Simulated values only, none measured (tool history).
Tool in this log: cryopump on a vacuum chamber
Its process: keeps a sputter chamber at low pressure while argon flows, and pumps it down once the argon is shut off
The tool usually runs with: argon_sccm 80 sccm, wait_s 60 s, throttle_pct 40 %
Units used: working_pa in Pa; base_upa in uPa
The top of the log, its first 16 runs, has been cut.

| run | day | argon_sccm | wait_s | throttle_pct | hours of work since the pump was warmed up and emptied | hours of work since the cold head was overhauled | hours of work since the chamber's fittings were tightened | working_pa | base_upa |
|---|---|---|---|---|---|---|---|---|---|
| 17 | 7.729 | 58 | 26 | 40 | 564 | 564 | 81 | 0.1162 | 0.93 |
| 18 | 8.233 | 77 | 39 | 33 | 573 | 573 | 90 | 0.1858 | 0.67 |
| 19 | 8.675 | 77 | 45 | 50 | 580 | 580 | 97 | 0.1255 | 0.62 |
| 20 | 9.104 | 51 | 28 | 40 | 587 | 587 | 104 | 0.1033 | 0.89 |
| 21 | 9.692 | 80 | 20 | 32 | 597 | 597 | 114 | 0.1992 | 1.25 |
| 22 | 10.017 | 80 | 83 | 23 | 602 | 602 | 119 | 0.2706 | 0.46 |
| 23 | 10.454 | 80 | 83 | 23 | 610 | 610 | 126 | 0.2725 | 0.45 |
| 24 | 11.146 | 80 | 83 | 23 | 621 | 621 | 138 | 0.2706 | 0.44 |
| 25 | 11.683 | 80 | 83 | 23 | 630 | 630 | 147 | 0.2731 | 0.45 |
| 26 | 12.317 | 80 | 83 | 23 | 640 | 640 | 157 | 0.2728 | 0.50 |
| 27 | 12.671 | 61 | 212 | 26 | 646 | 646 | 163 | 0.1833 | 0.31 |
| 28 | 13.375 | 61 | 212 | 17 | 658 | 658 | 175 | 0.2791 | 0.35 |
| 29 | 13.958 | 61 | 212 | 17 | 668 | 668 | 185 | 0.2758 | 0.32 |
| 30 | 14.675 | 135 | 109 | 54 | 680 | 680 | 197 | 0.2106 | 0.41 |

Each row is a separate what-if for the run after 30, all from the same tool condition, not one after another. Results?
| A | 15.150 | 53 | 60 | 40 | 687 | 687 | 204 | ? | ? |
| B | 15.150 | 34 | 270 | 32 | 687 | 687 | 204 | ? | ? |
| C | 15.150 | 71 | 51 | 54 | 687 | 687 | 204 | ? | ? |
| D | 15.150 | 135 | 109 | 23 | 687 | 687 | 204 | ? | ? |
| E | 15.150 | 96 | 101 | 58 | 687 | 687 | 204 | ? | ? |

| run | working_pa | base_upa |
|---|---|---|
| A | 0.1077 | 0.60 |
| B | 0.0845 | 0.33 |
| C | 0.1087 | 0.64 |
| D | 0.4623 | 0.43 |
| E | 0.1381 | 0.46 |
Had the tool no hidden state, the same runs would have come out as:
| run | working_pa | base_upa |
|---|---|---|
| A | 0.0991 | 0.47 |
| B | 0.0790 | 0.20 |
| C | 0.0972 | 0.51 |
| D | 0.4403 | 0.30 |
| E | 0.1226 | 0.33 |

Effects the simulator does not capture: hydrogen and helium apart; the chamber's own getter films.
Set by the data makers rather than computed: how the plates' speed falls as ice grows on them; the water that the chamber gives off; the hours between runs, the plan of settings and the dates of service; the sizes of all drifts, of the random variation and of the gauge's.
